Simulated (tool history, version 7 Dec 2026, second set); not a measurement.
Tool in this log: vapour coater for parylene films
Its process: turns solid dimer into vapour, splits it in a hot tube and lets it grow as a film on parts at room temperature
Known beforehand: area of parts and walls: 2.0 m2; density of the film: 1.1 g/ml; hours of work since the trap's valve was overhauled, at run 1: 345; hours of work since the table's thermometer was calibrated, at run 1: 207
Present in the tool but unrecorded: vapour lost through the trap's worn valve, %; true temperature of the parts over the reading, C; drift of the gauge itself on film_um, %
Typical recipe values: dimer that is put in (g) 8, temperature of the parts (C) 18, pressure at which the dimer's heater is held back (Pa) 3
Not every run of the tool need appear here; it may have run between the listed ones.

run,hour,dimer that is put in (g),temperature of the parts (C),pressure at which the dimer's heater is held back (Pa),hours of work since the trap's valve was overhauled,hours of work since the table's thermometer was calibrated,thickness of the film (µm)
1,0,8,18,3,345,207,2.56
2,15.8,8,20,3,356,218,2.35
3,22.8,8,20,3,361,223,2.34
4,37,8,20,3,371,233,2.32
5,48,8,16,3,378,240,2.67
6,64,3,18,3,390,252,0.95
7,78,3,18,3,400,261,0.9
8,87.3,3,18,3,406,268,0.93
9,98.1,3,18,3,414,276,0.94
10,109.4,3,18,3,422,284,0.92
11,117.2,3,16,6.16,427,289,0.9
12,128.5,8,19,4.81,435,297,2.28
13,137.9,8,19,4.81,442,304,2.27
14,145.4,8,18,7.39,447,309,2.25
15,157.9,11,26,9.31,456,318,2.27
16,165.5,8,26,3,461,323,1.82
17,172.8,8,26,5.2,466,328,1.72
18,185.7,7,17,2.5,475,337,2.28

Forecast each of these 4 alternatives for the next run:
A,202,7,17,9.02,487,349,?
B,202,8,18,3,487,349,?
C,202,7,10,2.5,487,349,?
D,202,8,17,3.34,487,349,?

run,thickness of the film (µm)
A,2
B,2.45
C,2.87
D,2.52
Take away the tool's hidden state, keep each run's random variation, and the runs would have read:
run,thickness of the film (µm)
A,2.19
B,2.69
C,3.15
D,2.77

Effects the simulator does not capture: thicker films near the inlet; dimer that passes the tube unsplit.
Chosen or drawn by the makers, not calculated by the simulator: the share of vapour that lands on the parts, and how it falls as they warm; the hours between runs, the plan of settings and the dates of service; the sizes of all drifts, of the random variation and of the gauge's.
